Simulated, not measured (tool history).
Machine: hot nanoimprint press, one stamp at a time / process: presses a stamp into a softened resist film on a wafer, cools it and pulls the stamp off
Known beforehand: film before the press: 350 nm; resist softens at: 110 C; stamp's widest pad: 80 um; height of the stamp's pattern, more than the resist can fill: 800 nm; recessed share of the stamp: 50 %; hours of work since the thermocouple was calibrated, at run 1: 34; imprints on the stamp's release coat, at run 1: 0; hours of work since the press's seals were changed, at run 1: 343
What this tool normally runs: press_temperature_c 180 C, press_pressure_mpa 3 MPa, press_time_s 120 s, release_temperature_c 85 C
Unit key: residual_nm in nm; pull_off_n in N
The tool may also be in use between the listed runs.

run	day	press_temperature_c	press_pressure_mpa	press_time_s	release_temperature_c	hours of work since the thermocouple was calibrated	imprints on the stamp's release coat	hours of work since the press's seals were changed	residual_nm	pull_off_n
1	0	180	3	120	85	34	0	343	204.4	123
2	0.992	180	3	120	85	50	86	359	204.8	126
3	2.071	180	3	120	85	68	180	376	204.2	126
4	3.108	180	3	120	85	85	271	393	204	130
5	3.754	180	3	120	85	95	327	404	203.9	133
6	4.738	186	3	120	85	111	413	420	170.3	135
7	5.625	186	3	120	85	126	490	434	169.8	137
8	6.121	186	3	120	85	134	534	442	170	139
# day 7.346: stamp cleaned and given a new release coat
9	7.371	186	3	120	85	150	2	459	169.3	119
10	7.975	186	3	120	85	160	55	468	169.1	123
11	8.625	186	3	120	85	170	112	479	169.4	126
12	9.238	186	3	120	85	180	165	489	169.3	124
13	10.075	180	3	102	85	194	239	503	212.6	128
14	11.212	174	4.34	108	92	213	338	521	217.1	107
15	12.204	174	4.34	108	92	229	424	537	217.5	112
16	12.929	174	3.14	127	73	241	487	549	230.6	178
17	14.154	180	3	71	72	261	594	569	234	184
# day 14.65: stamp cleaned and given a new release coat
18	15.604	180	3	71	72	280	83	589	234.1	162
19	16.467	180	3	71	72	294	158	603	233.4	165
20	17.512	180	3	71	72	311	249	620	234.1	170
21	18.167	181	3.28	107	72	322	306	631	195.5	174
# day 18.721: plate thermocouple calibrated
22	19.246	180	3	120	87	9	390	646	205.6	129
23	19.929	180	3	120	87	20	449	657	205.4	130
24	20.708	188	2.06	109	89	32	517	670	195.2	124
25	21.458	190	2.13	137	89	45	583	682	167.9	128
# day 22.133: stamp cleaned and given a new release coat
26	22.796	190	2.13	66	76	62	58	700	213.7	151

A few steps of residual_nm between consecutive runs. Split each: what settings, incoming material and random variation would produce without the hidden state, and what is left over for the hidden state, along with gauge scatter present in only one of the two compared results (measured, and without hidden state):
Hidden state at play: true temperature over the reading, C; pressure that arrives at the usual setting, %; grip of the stamp's worn release coat, % over a new coat's; drift of the gauge itself on residual_nm, %; drift of the gauge itself on pull_off_n, %.
Run 12 -> 13: press_temperature_c 186 -> 180, press_time_s 120 -> 102. residual_nm +43.3 nm: hidden state -0.3, all else +43.6.
Run 15 -> 16: press_pressure_mpa 4.34 -> 3.14, press_time_s 108 -> 127, release_temperature_c 92 -> 73. residual_nm +13.1 nm: hidden state -1.6, all else +14.7.
Run 21 -> 22: press_temperature_c 181 -> 180, press_pressure_mpa 3.28 -> 3, press_time_s 107 -> 120, release_temperature_c 72 -> 87, plate thermocouple calibrated. residual_nm +10.1 nm: hidden state +5.2, all else +4.9.
Run 25 -> 26: press_time_s 137 -> 66, release_temperature_c 89 -> 76, stamp cleaned and given a new release coat. residual_nm +45.8 nm: hidden state -0.1, all else +45.9.
